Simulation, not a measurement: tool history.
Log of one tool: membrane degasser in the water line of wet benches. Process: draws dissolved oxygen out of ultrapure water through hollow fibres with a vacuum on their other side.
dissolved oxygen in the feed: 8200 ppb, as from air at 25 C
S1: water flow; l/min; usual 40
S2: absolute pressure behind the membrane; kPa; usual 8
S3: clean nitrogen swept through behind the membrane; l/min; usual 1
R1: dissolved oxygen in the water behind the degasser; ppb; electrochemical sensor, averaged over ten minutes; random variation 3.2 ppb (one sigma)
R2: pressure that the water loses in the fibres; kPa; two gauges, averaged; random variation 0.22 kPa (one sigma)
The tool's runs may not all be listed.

run   hour  S1    S2    S3     R1     R2
  1      0  40     8     1  372.3  54.75
  2   47.6  40     8     1  380.3  55.04
  3  116.2  40     8     1  374.9   55.2
  4  160.7  40     8     1  373.2  54.74
  5  197.5  40     8     1  377.4  54.89
  6  269.6  40     8     1  373.9   54.6
  7  336.5  40     8     1  383.3  54.97
  8    409  29    11  0.58  694.9  39.93
  9  476.7  29    11  0.58  695.2  39.71
 10  549.1  33  6.33  0.85  241.3   45.5
 11  597.3  33  6.33  0.85  239.8  44.98

Run 12 comes next. What will it give?
 12   668  40   8   1   ?   ?

Run 12 gave R1 382.4 ppb, R2 55.05 kPa.
Without the tool's hidden state the same run would have given R1 382.1 ppb, R2 55.01 kPa.
